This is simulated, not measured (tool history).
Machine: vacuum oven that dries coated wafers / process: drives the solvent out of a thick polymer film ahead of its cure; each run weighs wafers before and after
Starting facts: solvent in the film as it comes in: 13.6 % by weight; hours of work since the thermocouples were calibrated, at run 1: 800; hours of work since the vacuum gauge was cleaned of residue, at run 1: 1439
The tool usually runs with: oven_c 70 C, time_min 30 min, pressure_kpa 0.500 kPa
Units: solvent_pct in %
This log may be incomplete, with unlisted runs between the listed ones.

run    hour  oven_c  time_min  pressure_kpa  hours of work since the thermocouples were calibrated  hours of work since the vacuum gauge was cleaned of residue  solvent_pct
  1     0.0      70        30         0.500                                                    800                                                         1439         1.06
  2    48.1      70        30         0.500                                                    833                                                         1471         1.12
  3    73.3      70        30         0.500                                                    850                                                         1488         1.16
  4   131.2      70        30         0.740                                                    889                                                         1527         1.23
  5   177.4      70        30         0.740                                                    920                                                         1559         1.29
  6   238.3      70        30         0.281                                                    961                                                         1600         1.08
  7   266.4      70        30         0.281                                                    980                                                         1619         1.10
  8   311.2      70        30         0.281                                                   1010                                                         1649         1.06
  9   353.6      70        30         0.281                                                   1039                                                         1678         1.09
      376.9  -- vacuum gauge cleaned of residue and calibrated
 10   389.6      70        30         0.281                                                   1062                                                            9         1.05
 11   444.1      70        30         0.281                                                   1099                                                           45         1.07
 12   470.2      70        30         0.281                                                   1116                                                           63         1.05
 13   496.5      70        30         0.281                                                   1134                                                           81         1.10
 14   524.9      70        30         0.281                                                   1153                                                          100         1.08
      550.7  -- oven's thermocouples calibrated
 15   587.4      70        30         0.281                                                     25                                                          141         0.78
 16   618.5      70        30         0.500                                                     46                                                          162         0.77
 17   654.1      70        30         0.349                                                     70                                                          186         0.78
 18   686.6      70        30         0.500                                                     92                                                          208         0.82
 19   748.3      70        34         0.500                                                    133                                                          249         0.66
 20   773.4      70        30         0.347                                                    150                                                          266         0.78
 21   833.0      70        33         1.256                                                    191                                                          306         0.99
 22   886.5      82        20         0.500                                                    227                                                          343         0.39
 23   942.3      70        20         0.500                                                    264                                                          380         1.98
 24   992.4      61        27         0.335                                                    298                                                          414         2.94
 25  1049.7      59        30         0.500                                                    337                                                          453         3.19
 26  1076.0      56        45         0.318                                                    355                                                          470         2.36
 27  1103.9      56        45         0.318                                                    373                                                          489         2.42
 28  1139.1      57        30         0.500                                                    397                                                          513         3.76
 29  1179.2      57        30         0.500                                                    424                                                          540         3.80
 30  1215.3      57        30         0.500                                                    449                                                          564         3.80
 31  1249.6      70        24         0.362                                                    472                                                          588         1.42
 32  1279.9      70        24         0.362                                                    492                                                          608         1.48
 33  1326.2      70        24         0.362                                                    523                                                          639         1.50
 34  1373.7      70        24         0.362                                                    555                                                          671         1.48
 35  1411.9      70        24         0.362                                                    581                                                          697         1.49
 36  1463.8      70        38         1.133                                                    616                                                          732         0.95

Branching from run 36: 4 alternative next runs. What would each branch give?
  A  1509.4      66        33         1.264                                                    647                                                          763            ?
  B  1509.4      59        29         1.133                                                    647                                                          763            ?
  C  1509.4      85        17         1.370                                                    647                                                          763            ?
  D  1509.4      76        30         0.394                                                    647                                                          763            ?

run  solvent_pct
  A         1.81
  B         3.89
  C         0.63
  D         0.38
The same runs, with their run-to-run variation unchanged, on a tool lacking any hidden condition would have given:
run  solvent_pct
  A         1.50
  B         3.42
  C         0.51
  D         0.27

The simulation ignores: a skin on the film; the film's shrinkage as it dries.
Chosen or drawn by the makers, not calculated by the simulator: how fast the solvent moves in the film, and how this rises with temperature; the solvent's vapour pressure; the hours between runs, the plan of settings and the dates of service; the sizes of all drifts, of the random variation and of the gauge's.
